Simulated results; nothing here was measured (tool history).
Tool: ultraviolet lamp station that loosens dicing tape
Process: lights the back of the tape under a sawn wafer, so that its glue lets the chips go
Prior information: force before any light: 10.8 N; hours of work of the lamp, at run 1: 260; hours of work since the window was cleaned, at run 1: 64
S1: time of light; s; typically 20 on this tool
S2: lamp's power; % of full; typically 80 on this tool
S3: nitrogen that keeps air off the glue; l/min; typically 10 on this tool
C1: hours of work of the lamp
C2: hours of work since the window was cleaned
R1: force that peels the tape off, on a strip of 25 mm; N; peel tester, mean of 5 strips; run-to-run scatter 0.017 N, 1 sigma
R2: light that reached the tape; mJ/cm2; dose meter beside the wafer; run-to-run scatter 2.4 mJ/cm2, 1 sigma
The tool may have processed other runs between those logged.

{"run": 1, "day": 0.0, "S1": 20, "S2": 80, "S3": 10, "C1": 260, "C2": 64, "R1": 0.956, "R2": 258}
{"run": 2, "day": 0.462, "S1": 20, "S2": 80, "S3": 10, "C1": 265, "C2": 69, "R1": 0.963, "R2": 262}
{"run": 3, "day": 1.088, "S1": 20, "S2": 64, "S3": 10, "C1": 272, "C2": 76, "R1": 1.522, "R2": 204}
{"run": 4, "day": 1.567, "S1": 20, "S2": 80, "S3": 10, "C1": 278, "C2": 82, "R1": 0.998, "R2": 262}
{"run": 5, "day": 1.933, "S1": 25, "S2": 80, "S3": 10, "C1": 282, "C2": 86, "R1": 0.584, "R2": 320}
{"run": 6, "day": 2.358, "S1": 20, "S2": 80, "S3": 10, "C1": 287, "C2": 91, "R1": 1.012, "R2": 254}
{"run": 7, "day": 3.15, "S1": 20, "S2": 63, "S3": 10, "C1": 296, "C2": 100, "R1": 1.576, "R2": 203}
{"run": 8, "day": 3.896, "S1": 20, "S2": 63, "S3": 10, "C1": 304, "C2": 108, "R1": 1.612, "R2": 202}
{"run": 9, "day": 4.579, "S1": 20, "S2": 63, "S3": 10, "C1": 312, "C2": 116, "R1": 1.676, "R2": 199}
{"run": 10, "day": 5.308, "S1": 20, "S2": 69, "S3": 4, "C1": 320, "C2": 124, "R1": 2.427, "R2": 219}
{"run": 11, "day": 5.854, "S1": 20, "S2": 65, "S3": 4, "C1": 326, "C2": 130, "R1": 2.666, "R2": 208}
{"run": 12, "day": 6.367, "S1": 12, "S2": 80, "S3": 16, "C1": 332, "C2": 136, "R1": 1.974, "R2": 152}
{"run": 13, "day": 6.812, "S1": 18, "S2": 69, "S3": 10, "C1": 337, "C2": 141, "R1": 1.757, "R2": 196}
{"run": 14, "day": 7.2, "S1": 14, "S2": 84, "S3": 10, "C1": 342, "C2": 145, "R1": 1.854, "R2": 181}
{"run": 15, "day": 7.829, "S1": 14, "S2": 84, "S3": 10, "C1": 349, "C2": 153, "R1": 1.863, "R2": 185}
{"run": 16, "day": 8.271, "S1": 19, "S2": 93, "S3": 4, "C1": 354, "C2": 157, "R1": 1.647, "R2": 276}
{"run": 17, "day": 8.779, "S1": 19, "S2": 93, "S3": 4, "C1": 359, "C2": 163, "R1": 1.67, "R2": 275}
{"run": 18, "day": 9.488, "S1": 19, "S2": 93, "S3": 4, "C1": 368, "C2": 171, "R1": 1.734, "R2": 276}

What would each run have given without the hidden state, its run-to-run variation left as it was?
What the log doesn't record here: lamp's light, % of a new lamp's; light that the window lets through, % of a clean one's; drift of the gauge itself on peel_n, %; drift of the gauge itself on dose_mj_cm2, %.
run=1 R1=0.822 R2=276
run=2 R1=0.827 R2=281
run=3 R1=1.327 R2=219
run=4 R1=0.847 R2=282
run=5 R1=0.487 R2=346
run=6 R1=0.852 R2=274
run=7 R1=1.353 R2=220
run=8 R1=1.377 R2=219
run=9 R1=1.425 R2=217
run=10 R1=2.121 R2=239
run=11 R1=2.338 R2=228
run=12 R1=1.684 R2=167
run=13 R1=1.472 R2=216
run=14 R1=1.56 R2=200
run=15 R1=1.56 R2=205
run=16 R1=1.363 R2=306
run=17 R1=1.376 R2=305
run=18 R1=1.422 R2=308

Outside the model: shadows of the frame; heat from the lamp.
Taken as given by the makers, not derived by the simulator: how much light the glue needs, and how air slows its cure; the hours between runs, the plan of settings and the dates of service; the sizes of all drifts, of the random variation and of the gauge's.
